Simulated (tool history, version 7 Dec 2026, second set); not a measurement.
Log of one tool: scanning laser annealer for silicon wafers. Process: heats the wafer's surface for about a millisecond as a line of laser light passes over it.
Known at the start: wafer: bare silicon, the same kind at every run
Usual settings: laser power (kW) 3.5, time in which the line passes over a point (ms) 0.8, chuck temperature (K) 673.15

| run | hour | laser power (kW) | time in which the line passes over a point (ms) | chuck temperature (K) | highest temperature of the surface (K) |
|---|---|---|---|---|---|
| 1 | 0 | 3.5 | 0.8 | 673.15 | 1474.15 |
| 2 | 15.1 | 3.5 | 0.8 | 673.15 | 1472.15 |
| 3 | 41.7 | 3.5 | 0.8 | 673.15 | 1472.15 |
| 4 | 60.4 | 3.686 | 0.8 | 673.15 | 1517.15 |
| 5 | 75.4 | 3.686 | 0.8 | 673.15 | 1517.15 |
| 6 | 92.5 | 3.5 | 0.8 | 673.15 | 1476.15 |
| 7 | 115.6 | 3.5 | 0.8 | 673.15 | 1470.15 |
| 8 | 134 | 3.5 | 0.8 | 673.15 | 1472.15 |
| 9 | 155.3 | 3.5 | 0.8 | 673.15 | 1471.15 |
| 10 | 181.1 | 3.5 | 0.8 | 673.15 | 1472.15 |
| 11 | 211.1 | 3.5 | 0.8 | 673.15 | 1471.15 |
| 12 | 241.5 | 3.5 | 0.8 | 673.15 | 1467.15 |
| 13 | 261 | 3.5 | 0.825 | 673.15 | 1481.15 |
| 14 | 282 | 3.5 | 0.8 | 673.15 | 1465.15 |
| 15 | 315 | 3.5 | 0.8 | 673.15 | 1467.15 |
| 16 | 342.5 | 3.5 | 0.8 | 673.15 | 1467.15 |
| 17 | 359.6 | 3.5 | 0.8 | 673.15 | 1464.15 |
|  | 363.4 | window over the wafer cleaned |
| 18 | 381.6 | 3.5 | 0.8 | 673.15 | 1445.15 |
| 19 | 407.8 | 3.5 | 0.8 | 673.15 | 1445.15 |
| 20 | 434.5 | 3.5 | 0.8 | 673.15 | 1448.15 |
| 21 | 468.8 | 3.614 | 0.759 | 655.15 | 1431.15 |
| 22 | 497.8 | 3.713 | 0.8 | 707.15 | 1525.15 |
| 23 | 528.1 | 3.713 | 0.8 | 688.15 | 1508.15 |
| 24 | 559.4 | 3.751 | 0.701 | 673.15 | 1448.15 |
|  | 588.8 | window over the wafer cleaned, once more |
| 25 | 593.3 | 3.751 | 0.701 | 673.15 | 1500.15 |
| 26 | 627.2 | 3.751 | 0.701 | 673.15 | 1500.15 |
| 27 | 654.8 | 3.654 | 0.888 | 665.15 | 1569.15 |
| 28 | 676.9 | 3.572 | 0.888 | 671.15 | 1547.15 |
| 29 | 697.2 | 3.035 | 0.888 | 671.15 | 1409.15 |
| 30 | 714 | 3.64 | 0.802 | 673.15 | 1525.15 |
| 31 | 739.6 | 3.2 | 0.802 | 654.15 | 1399.15 |
| 32 | 768.4 | 3.643 | 0.65 | 703.15 | 1469.15 |
| 33 | 786.9 | 3.643 | 0.65 | 703.15 | 1467.15 |
| 34 | 809.9 | 3.314 | 0.641 | 650.15 | 1333.15 |
| 35 | 830.7 | 3.443 | 0.572 | 688.15 | 1359.15 |
| 36 | 862.8 | 3.146 | 0.572 | 688.15 | 1298.15 |
| 37 | 896.2 | 3.762 | 0.816 | 673.15 | 1559.15 |
| 38 | 920.9 | 3.647 | 0.792 | 640.15 | 1485.15 |
| 39 | 943.1 | 3.518 | 0.846 | 673.15 | 1508.15 |
| 40 | 974.9 | 3.19 | 0.8 | 696.15 | 1428.15 |

The same runs without the tool's hidden state, with the same run-to-run variation:
The hidden state here: light that passes the window, % of a clean one's; laser's true power over the reading, %; width of the line over the set one, %; drift of the gauge itself on peak_c, C.
| run | highest temperature of the surface (K) |
|---|---|
| 1 | 1498.15 |
| 2 | 1495.15 |
| 3 | 1496.15 |
| 4 | 1543.15 |
| 5 | 1544.15 |
| 6 | 1501.15 |
| 7 | 1496.15 |
| 8 | 1499.15 |
| 9 | 1498.15 |
| 10 | 1500.15 |
| 11 | 1500.15 |
| 12 | 1497.15 |
| 13 | 1512.15 |
| 14 | 1496.15 |
| 15 | 1498.15 |
| 16 | 1499.15 |
| 17 | 1497.15 |
| 18 | 1497.15 |
| 19 | 1498.15 |
| 20 | 1502.15 |
| 21 | 1486.15 |
| 22 | 1584.15 |
| 23 | 1567.15 |
| 24 | 1505.15 |
| 25 | 1506.15 |
| 26 | 1507.15 |
| 27 | 1577.15 |
| 28 | 1556.15 |
| 29 | 1417.15 |
| 30 | 1535.15 |
| 31 | 1408.15 |
| 32 | 1479.15 |
| 33 | 1478.15 |
| 34 | 1343.15 |
| 35 | 1369.15 |
| 36 | 1308.15 |
| 37 | 1574.15 |
| 38 | 1500.15 |
| 39 | 1524.15 |
| 40 | 1443.15 |
